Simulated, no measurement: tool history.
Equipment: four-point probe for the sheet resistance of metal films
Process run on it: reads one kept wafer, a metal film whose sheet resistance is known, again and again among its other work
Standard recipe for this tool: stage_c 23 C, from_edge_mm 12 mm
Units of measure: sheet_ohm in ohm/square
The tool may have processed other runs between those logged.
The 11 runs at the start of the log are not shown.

run	hour	stage_c	from_edge_mm	sheet_ohm
12	1236.2	23	12	5.008059
13	1300.6	23	12	5.007149
14	1435.6	23	12	5.008022
15	1497.6	23	12	5.009068
16	1642	23	12	5.006378
17	1779.6	28	9	5.023163
18	1845.5	25	9	5.017007
# hour 1892.2: new probe head fitted
19	1931.6	21	40	4.997784
20	2019.6	21	40	4.998235
21	2126.1	19	5	5.017771
22	2204.6	31	12	5.026609
23	2306.2	31	12	5.027717
24	2441.9	31	12	5.028457
25	2570.4	22	4	5.043148
26	2650	22	6	5.019702
27	2715.5	30	33	5.020616
28	2783.2	22	9	5.008489
29	2865.8	22	28	5.001744
30	2976.6	22	28	5.003199
31	3107.5	22	28	5.002594
32	3220.7	22	5	5.029295

Forecast each of these 5 alternatives for the next run:
A	3343.3	29	15	?
B	3343.3	27	3	?
C	3343.3	19	51	?
D	3343.3	28	5	?
E	3343.3	29	48	?

run	sheet_ohm
A	5.024146
B	5.089242
C	4.993952
D	5.04505
E	5.017162
What these runs would have given with no unlogged condition in the tool:
run	sheet_ohm
A	5.022966
B	5.08805
C	4.992785
D	5.043866
E	5.015983
